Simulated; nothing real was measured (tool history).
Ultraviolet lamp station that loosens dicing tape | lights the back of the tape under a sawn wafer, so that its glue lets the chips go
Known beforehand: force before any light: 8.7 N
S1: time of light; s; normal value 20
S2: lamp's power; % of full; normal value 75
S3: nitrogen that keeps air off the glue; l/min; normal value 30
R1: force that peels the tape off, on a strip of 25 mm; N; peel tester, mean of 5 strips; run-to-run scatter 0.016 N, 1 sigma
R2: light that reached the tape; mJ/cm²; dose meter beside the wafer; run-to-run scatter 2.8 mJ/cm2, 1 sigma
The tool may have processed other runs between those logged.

{"run": 1, "hour": 0.0, "S1": 20, "S2": 75, "S3": 30, "R1": 1.44, "R2": 291}
{"run": 2, "hour": 29.2, "S1": 20, "S2": 75, "S3": 30, "R1": 1.441, "R2": 289}
{"run": 3, "hour": 61.4, "S1": 20, "S2": 85, "S3": 30, "R1": 1.183, "R2": 323}
{"run": 4, "hour": 113.2, "S1": 20, "S2": 85, "S3": 30, "R1": 1.239, "R2": 313}
{"run": 5, "hour": 165.5, "S1": 20, "S2": 75, "S3": 30, "R1": 1.595, "R2": 273}
{"hour": 200.1, "done": "window cleaned of glue's vapour"}
{"run": 6, "hour": 220.2, "S1": 20, "S2": 75, "S3": 30, "R1": 1.245, "R2": 320}
{"run": 7, "hour": 266.4, "S1": 20, "S2": 75, "S3": 30, "R1": 1.217, "R2": 316}
{"run": 8, "hour": 291.8, "S1": 20, "S2": 75, "S3": 30, "R1": 1.277, "R2": 315}
{"run": 9, "hour": 341.4, "S1": 20, "S2": 75, "S3": 30, "R1": 1.327, "R2": 308}
{"run": 10, "hour": 378.0, "S1": 36, "S2": 62, "S3": 30, "R1": 0.624, "R2": 442}
{"run": 11, "hour": 433.9, "S1": 36, "S2": 62, "S3": 30, "R1": 0.63, "R2": 437}
{"run": 12, "hour": 457.1, "S1": 20, "S2": 79, "S3": 30, "R1": 1.354, "R2": 301}
{"run": 13, "hour": 488.6, "S1": 21, "S2": 71, "S3": 30, "R1": 1.513, "R2": 283}
{"run": 14, "hour": 540.0, "S1": 11, "S2": 60, "S3": 46, "R1": 3.624, "R2": 118}
{"run": 15, "hour": 587.9, "S1": 11, "S2": 60, "S3": 34, "R1": 4.088, "R2": 120}
{"run": 16, "hour": 630.6, "S1": 22, "S2": 75, "S3": 48, "R1": 1.151, "R2": 294}
{"run": 17, "hour": 656.6, "S1": 20, "S2": 75, "S3": 10, "R1": 2.791, "R2": 264}
{"run": 18, "hour": 706.1, "S1": 20, "S2": 75, "S3": 10, "R1": 2.786, "R2": 250}

Alternative continuations, all from the tool just after run 18; predict every row:
{"run": "A", "hour": 731.4, "S1": 20, "S2": 95, "S3": 55, "R1": "?", "R2": "?"}
{"run": "B", "hour": 731.4, "S1": 16, "S2": 75, "S3": 10, "R1": "?", "R2": "?"}
{"run": "C", "hour": 731.4, "S1": 16, "S2": 75, "S3": 42, "R1": "?", "R2": "?"}
{"run": "D", "hour": 731.4, "S1": 25, "S2": 75, "S3": 11, "R1": "?", "R2": "?"}

run=A R1=0.906 R2=323
run=B R1=3.617 R2=204
run=C R1=2.195 R2=204
run=D R1=2.089 R2=322
Take away the tool's hidden state, keep each run's random variation, and the runs would have read:
run=A R1=0.321 R2=510
run=B R1=2.173 R2=322
run=C R1=1.037 R2=321
run=D R1=0.954 R2=506

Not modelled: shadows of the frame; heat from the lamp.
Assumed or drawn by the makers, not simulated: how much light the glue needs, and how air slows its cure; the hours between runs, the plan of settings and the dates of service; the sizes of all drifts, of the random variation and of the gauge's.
